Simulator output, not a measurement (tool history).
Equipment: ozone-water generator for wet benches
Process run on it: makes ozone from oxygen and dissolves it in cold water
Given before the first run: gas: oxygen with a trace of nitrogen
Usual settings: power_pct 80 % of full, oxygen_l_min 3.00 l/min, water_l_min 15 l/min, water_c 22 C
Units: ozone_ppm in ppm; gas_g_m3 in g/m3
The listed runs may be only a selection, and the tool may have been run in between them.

Run 1, day 0.000: usual settings. Result: ozone_ppm 18.7 ppm, gas_g_m3 260.7 g/m3.
Run 2, day 2.762: usual settings. Result: ozone_ppm 18.2 ppm, gas_g_m3 262.1 g/m3.
Run 3, day 5.425: usual settings. Result: ozone_ppm 18.5 ppm, gas_g_m3 261.2 g/m3.
Run 4, day 7.725: usual settings. Result: ozone_ppm 18.4 ppm, gas_g_m3 258.5 g/m3.
Run 5, day 9.296: usual settings but water_l_min 13 l/min. Result: ozone_ppm 20.8 ppm, gas_g_m3 259.0 g/m3.
Run 6, day 11.008: usual settings but water_l_min 13 l/min. Result: ozone_ppm 20.6 ppm, gas_g_m3 259.2 g/m3.
Run 7, day 12.312: usual settings but water_l_min 13 l/min. Result: ozone_ppm 20.8 ppm, gas_g_m3 258.6 g/m3.
Run 8, day 14.092: usual settings. Result: ozone_ppm 18.4 ppm, gas_g_m3 258.5 g/m3.
Run 9, day 17.017: usual settings. Result: ozone_ppm 18.4 ppm, gas_g_m3 258.6 g/m3.
Run 10, day 18.962: usual settings. Result: ozone_ppm 18.4 ppm, gas_g_m3 260.4 g/m3.
Run 11, day 21.304: usual settings. Result: ozone_ppm 18.4 ppm, gas_g_m3 259.8 g/m3.
Run 12, day 23.667: usual settings but water_c 16 C. Result: ozone_ppm 19.6 ppm, gas_g_m3 261.9 g/m3.
Run 13, day 26.188: usual settings but oxygen_l_min 3.94 l/min. Result: ozone_ppm 19.1 ppm, gas_g_m3 229.6 g/m3.
Run 14, day 28.033: usual settings but oxygen_l_min 3.94 l/min. Result: ozone_ppm 18.9 ppm, gas_g_m3 230.2 g/m3.
Run 15, day 29.846: usual settings but oxygen_l_min 3.94 l/min, water_l_min 9 l/min, water_c 30 C. Result: ozone_ppm 22.5 ppm, gas_g_m3 228.2 g/m3.
Run 16, day 31.233: usual settings but power_pct 93 % of full, water_l_min 14 l/min. Result: ozone_ppm 21.7 ppm, gas_g_m3 282.3 g/m3.
Run 17, day 33.079: usual settings but power_pct 98 % of full, water_l_min 12 l/min. Result: ozone_ppm 24.8 ppm, gas_g_m3 293.4 g/m3.
Run 18, day 35.179: usual settings but power_pct 42 % of full, oxygen_l_min 3.36 l/min, water_l_min 12 l/min, water_c 19 C. Result: ozone_ppm 16.3 ppm, gas_g_m3 168.5 g/m3.
Run 19, day 37.058: usual settings but oxygen_l_min 1.58 l/min, water_l_min 19 l/min, water_c 24 C. Result: ozone_ppm 12.7 ppm, gas_g_m3 348.0 g/m3.
Run 20, day 38.396: usual settings but oxygen_l_min 2.00 l/min, water_l_min 11 l/min. Result: ozone_ppm 22.5 ppm, gas_g_m3 313.0 g/m3.
Run 21, day 39.671: usual settings but water_l_min 24 l/min, water_c 20 C. Result: ozone_ppm 12.7 ppm, gas_g_m3 261.2 g/m3.
Run 22, day 41.138: usual settings but power_pct 96 % of full, water_c 17 C. Result: ozone_ppm 22.0 ppm, gas_g_m3 289.9 g/m3.
Run 23, day 43.312: usual settings but power_pct 49 % of full, water_l_min 9 l/min, water_c 17 C. Result: ozone_ppm 21.4 ppm, gas_g_m3 194.2 g/m3.
Run 24, day 45.092: usual settings but power_pct 49 % of full, water_l_min 9 l/min, water_c 17 C. Result: ozone_ppm 22.0 ppm, gas_g_m3 194.3 g/m3.
Run 25, day 46.417: usual settings but power_pct 44 % of full, water_l_min 19 l/min, water_c 24 C. Result: ozone_ppm 10.4 ppm, gas_g_m3 180.4 g/m3.

5 ways to go on from here, each from the tool as it stands after run 25. What would each give?
At day 46.996: contactor cleaned.
Run A, day 48.450: usual settings but oxygen_l_min 5.18 l/min, water_l_min 9 l/min, water_c 21 C. Result: ozone_ppm ?, gas_g_m3 ?.
At day 46.996: contactor cleaned.
Run B, day 48.450: usual settings but water_c 17 C. Result: ozone_ppm ?, gas_g_m3 ?.
At day 46.996: contactor cleaned.
Run C, day 48.450: usual settings but water_c 26 C. Result: ozone_ppm ?, gas_g_m3 ?.
At day 46.996: contactor cleaned.
Run D, day 48.450: usual settings but power_pct 44 % of full, oxygen_l_min 2.81 l/min. Result: ozone_ppm ?, gas_g_m3 ?.
At day 46.996: contactor cleaned.
Run E, day 48.450: usual settings but power_pct 44 % of full, water_l_min 12 l/min. Result: ozone_ppm ?, gas_g_m3 ?.

run  ozone_ppm  gas_g_m3
  A       26.8     203.9
  B       19.7     257.1
  C       17.8     261.1
  D       13.0     187.2
  E       15.4     184.0
The same runs, with their run-to-run variation unchanged, on a tool lacking any hidden condition would have given:
run  ozone_ppm  gas_g_m3
  A       26.8     204.1
  B       19.7     257.4
  C       17.8     261.4
  D       13.0     187.3
  E       15.4     184.1

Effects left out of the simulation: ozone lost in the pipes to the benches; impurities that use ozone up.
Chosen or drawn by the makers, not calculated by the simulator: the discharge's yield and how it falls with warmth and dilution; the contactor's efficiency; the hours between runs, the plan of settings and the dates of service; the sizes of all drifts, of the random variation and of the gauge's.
